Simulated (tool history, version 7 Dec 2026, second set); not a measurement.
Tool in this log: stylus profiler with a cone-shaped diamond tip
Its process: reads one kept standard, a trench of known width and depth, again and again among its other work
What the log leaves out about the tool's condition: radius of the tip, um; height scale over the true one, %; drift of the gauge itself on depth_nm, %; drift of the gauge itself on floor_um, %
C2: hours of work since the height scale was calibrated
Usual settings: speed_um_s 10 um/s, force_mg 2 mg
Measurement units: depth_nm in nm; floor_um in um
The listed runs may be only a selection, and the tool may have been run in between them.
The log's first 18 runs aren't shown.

run 19 hour=201 | speed_um_s=2 force_mg=5.14 | scans_with_this_tip=3192 C2=408 | depth_nm=505.98 floor_um=97.36
run 20 hour=208.8 | speed_um_s=5 force_mg=4.48 | scans_with_this_tip=3222 C2=411 | depth_nm=505.52 floor_um=97.35
run 21 hour=220.8 | speed_um_s=24 force_mg=0.76 | scans_with_this_tip=3268 C2=417 | depth_nm=501.73 floor_um=97.16
run 22 hour=237.9 | speed_um_s=24 force_mg=0.76 | scans_with_this_tip=3334 C2=426 | depth_nm=501.71 floor_um=97.15
run 23 hour=249.8 | speed_um_s=3 force_mg=1.59 | scans_with_this_tip=3379 C2=432 | depth_nm=502.79 floor_um=97.34
run 24 hour=261.6 | speed_um_s=10 force_mg=2.21 | scans_with_this_tip=3424 C2=437 | depth_nm=503.37 floor_um=97.39
run 25 hour=277.7 | speed_um_s=2 force_mg=2 | scans_with_this_tip=3486 C2=445 | depth_nm=503.03 floor_um=97.35
run 26 hour=288.8 | speed_um_s=5 force_mg=1.14 | scans_with_this_tip=3528 C2=451 | depth_nm=502.12 floor_um=97.32
run 27 hour=300.9 | speed_um_s=8 force_mg=2.37 | scans_with_this_tip=3575 C2=457 | depth_nm=503.62 floor_um=97.31
run 28 hour=313.1 | speed_um_s=8 force_mg=2.37 | scans_with_this_tip=3621 C2=462 | depth_nm=503.63 floor_um=97.3
run 29 hour=329.5 | speed_um_s=8 force_mg=2.37 | scans_with_this_tip=3684 C2=471 | depth_nm=503.34 floor_um=97.34
run 30 hour=342.3 | speed_um_s=8 force_mg=1.8 | scans_with_this_tip=3733 C2=477 | depth_nm=502.85 floor_um=97.27
run 31 hour=352.7 | speed_um_s=29 force_mg=2.9 | scans_with_this_tip=3773 C2=482 | depth_nm=504.01 floor_um=97.22
run 32 hour=359.8 | speed_um_s=7 force_mg=1.34 | scans_with_this_tip=3801 C2=485 | depth_nm=502.44 floor_um=97.32
run 33 hour=374.6 | speed_um_s=6 force_mg=4.15 | scans_with_this_tip=3857 C2=493 | depth_nm=505.08 floor_um=97.34

Below are 5 alternative next runs, each starting from the tool's condition after run 33. Predict each:
run A hour=385.7 | speed_um_s=10 force_mg=0.85 | scans_with_this_tip=3900 C2=498 | depth_nm=? floor_um=?
run B hour=385.7 | speed_um_s=3 force_mg=1.12 | scans_with_this_tip=3900 C2=498 | depth_nm=? floor_um=?
run C hour=385.7 | speed_um_s=13 force_mg=3.46 | scans_with_this_tip=3900 C2=498 | depth_nm=? floor_um=?
run D hour=385.7 | speed_um_s=2 force_mg=4.15 | scans_with_this_tip=3900 C2=498 | depth_nm=? floor_um=?
run E hour=385.7 | speed_um_s=2 force_mg=4.83 | scans_with_this_tip=3900 C2=498 | depth_nm=? floor_um=?

run=A depth_nm=501.5 floor_um=97.3
run=B depth_nm=502.18 floor_um=97.33
run=C depth_nm=504.46 floor_um=97.33
run=D depth_nm=504.99 floor_um=97.32
run=E depth_nm=505.81 floor_um=97.32
Stripped of hidden state, with their random variation kept, the same runs would have yielded:
run=A depth_nm=501.55 floor_um=97.31
run=B depth_nm=502.22 floor_um=97.33
run=C depth_nm=504.51 floor_um=97.33
run=D depth_nm=505.04 floor_um=97.33
run=E depth_nm=505.85 floor_um=97.32

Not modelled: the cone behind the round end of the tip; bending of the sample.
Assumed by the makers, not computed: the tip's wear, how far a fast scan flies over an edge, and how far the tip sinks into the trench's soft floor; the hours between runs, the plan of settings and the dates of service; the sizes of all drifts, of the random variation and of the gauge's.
